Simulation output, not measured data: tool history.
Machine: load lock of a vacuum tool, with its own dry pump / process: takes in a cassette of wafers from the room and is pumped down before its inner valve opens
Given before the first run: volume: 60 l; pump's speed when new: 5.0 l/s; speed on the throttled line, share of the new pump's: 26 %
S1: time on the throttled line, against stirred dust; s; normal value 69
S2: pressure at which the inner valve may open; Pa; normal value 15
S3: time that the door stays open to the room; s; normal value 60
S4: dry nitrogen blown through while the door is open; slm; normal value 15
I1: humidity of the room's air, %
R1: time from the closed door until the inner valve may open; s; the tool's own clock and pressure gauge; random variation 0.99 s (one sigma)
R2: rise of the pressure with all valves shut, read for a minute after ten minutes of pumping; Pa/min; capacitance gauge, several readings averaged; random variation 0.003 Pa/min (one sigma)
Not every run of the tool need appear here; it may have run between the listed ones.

Run 1, hour 0.0: usual settings; I1 43.6. Result: R1 164.9 s, R2 0.085 Pa/min.
Run 2, hour 371.0: usual settings but S3 134 s; I1 44.9. Result: R1 166.9 s, R2 0.109 Pa/min.
Run 3, hour 655.8: usual settings but S3 134 s; I1 47.2. Result: R1 165.8 s, R2 0.112 Pa/min.
Run 4, hour 983.4: usual settings but S3 134 s; I1 43.9. Result: R1 168.1 s, R2 0.124 Pa/min.
Run 5, hour 1139.1: usual settings but S2 10 Pa, S3 134 s; I1 44.7. Result: R1 174.8 s, R2 0.123 Pa/min.
Run 6, hour 1313.4: usual settings but S2 10 Pa, S3 134 s; I1 49.9. Result: R1 174.5 s, R2 0.136 Pa/min.
Run 7, hour 1464.1: usual settings but S2 10 Pa, S3 134 s; I1 47.2. Result: R1 174.8 s, R2 0.134 Pa/min.
Run 8, hour 1754.6: usual settings but S2 10 Pa, S3 134 s; I1 48.2. Result: R1 175.1 s, R2 0.150 Pa/min.
Run 9, hour 2090.3: usual settings but S2 10 Pa, S3 134 s; I1 42.0. Result: R1 175.3 s, R2 0.150 Pa/min.
Run 10, hour 2419.5: usual settings but S1 38 s; I1 43.1. Result: R1 147.7 s, R2 0.153 Pa/min.
Run 11, hour 2784.2: usual settings; I1 41.9. Result: R1 171.5 s, R2 0.173 Pa/min.
Run 12, hour 3047.8: usual settings; I1 45.3. Result: R1 171.3 s, R2 0.186 Pa/min.
Run 13, hour 3416.0: usual settings; I1 46.5. Result: R1 171.6 s, R2 0.190 Pa/min.
Run 14, hour 3676.2: usual settings; I1 42.9. Result: R1 170.4 s, R2 0.200 Pa/min.
Run 15, hour 4018.8: usual settings but S2 18 Pa; I1 45.0. Result: R1 170.1 s, R2 0.207 Pa/min.
Run 16, hour 4305.2: usual settings but S4 23 slm; I1 44.4. Result: R1 176.1 s, R2 0.222 Pa/min.
Run 17, hour 4591.1: usual settings but S4 23 slm; I1 43.4. Result: R1 175.0 s, R2 0.236 Pa/min.
Run 18, hour 4856.3: usual settings but S4 23 slm; I1 44.9. Result: R1 173.7 s, R2 0.245 Pa/min.
Run 19, hour 5149.4: usual settings but S3 150 s; I1 44.4. Result: R1 176.3 s, R2 0.275 Pa/min.
Run 20, hour 5366.2: usual settings but S1 119 s; I1 44.3. Result: R1 210.2 s, R2 0.274 Pa/min.
Run 21, hour 5685.0: usual settings but S1 60 s, S3 175 s; I1 44.9. Result: R1 171.0 s, R2 0.304 Pa/min.
Run 22, hour 5869.9: usual settings but S2 17 Pa, S3 48 s; I1 46.4. Result: R1 173.4 s, R2 0.298 Pa/min.
Run 23, hour 6219.0: usual settings but S2 23 Pa; I1 45.2. Result: R1 170.6 s, R2 0.318 Pa/min.
Run 24, hour 6408.7: usual settings but S2 23 Pa, S3 34 s, S4 13 slm; I1 47.0. Result: R1 171.5 s, R2 0.315 Pa/min.
Run 25, hour 6701.3: usual settings but S1 49 s, S2 23 Pa, S3 213 s, S4 13 slm; I1 48.1. Result: R1 159.1 s, R2 0.351 Pa/min.
Run 26, hour 6941.7: usual settings but S1 93 s, S2 11 Pa, S3 56 s, S4 16 slm; I1 43.6. Result: R1 201.9 s, R2 0.342 Pa/min.
Run 27, hour 7224.4: usual settings but S1 93 s, S2 11 Pa, S3 56 s, S4 16 slm; I1 44.0. Result: R1 201.4 s, R2 0.361 Pa/min.
Run 28, hour 7428.1: usual settings but S2 10 Pa, S3 59 s; I1 43.2. Result: R1 186.5 s, R2 0.374 Pa/min.
Run 29, hour 7579.8: usual settings but S2 10 Pa, S3 59 s; I1 45.1. Result: R1 186.9 s, R2 0.387 Pa/min.
Run 30, hour 7927.7: usual settings but S2 10 Pa, S3 59 s; I1 45.3. Result: R1 187.6 s, R2 0.387 Pa/min.
Run 31, hour 8225.9: usual settings but S2 10 Pa, S3 59 s; I1 44.2. Result: R1 189.2 s, R2 0.406 Pa/min.
Run 32, hour 8582.7: usual settings but S1 59 s, S3 67 s; I1 42.8. Result: R1 177.5 s, R2 0.414 Pa/min.
Run 33, hour 8891.5: usual settings but S1 59 s, S3 67 s; I1 48.9. Result: R1 177.3 s, R2 0.457 Pa/min.
At hour 9093.0: dry pump taken out, an overhauled one fitted.
Run 34, hour 9240.8: usual settings but S1 59 s, S3 67 s; I1 45.4. Result: R1 152.9 s, R2 0.466 Pa/min.
Run 35, hour 9452.4: usual settings but S1 59 s, S3 67 s; I1 44.3. Result: R1 151.9 s, R2 0.482 Pa/min.
Run 36, hour 9611.7: usual settings but S1 59 s, S3 67 s; I1 48.8. Result: R1 151.7 s, R2 0.491 Pa/min.
Run 37, hour 9802.0: usual settings but S4 37 slm; I1 47.6. Result: R1 158.8 s, R2 0.486 Pa/min.

Consider 4 possible next runs. They are alternatives, not a sequence: every one starts from the tool as it was left by run 37. What does each give?
Run A, hour 10170.2: usual settings but S1 49 s, S4 30 slm; I1 45.2. Result: R1 ?, R2 ?.
Run B, hour 10170.2: usual settings but S4 25 slm; I1 47.0. Result: R1 ?, R2 ?.
Run C, hour 10170.2: usual settings but S3 234 s, S4 25 slm; I1 46.8. Result: R1 ?, R2 ?.
Run D, hour 10170.2: usual settings but S1 63 s, S4 6 slm; I1 42.5. Result: R1 ?, R2 ?.

run     R1     R2
  A  146.9  0.515
  B  159.1  0.523
  C  160.8  0.533
  D  156.1  0.526
Without the tool's unlogged condition, the same runs would have read:
run     R1     R2
  A  144.5  0.013
  B  156.6  0.015
  C  158.3  0.025
  D  153.8  0.025
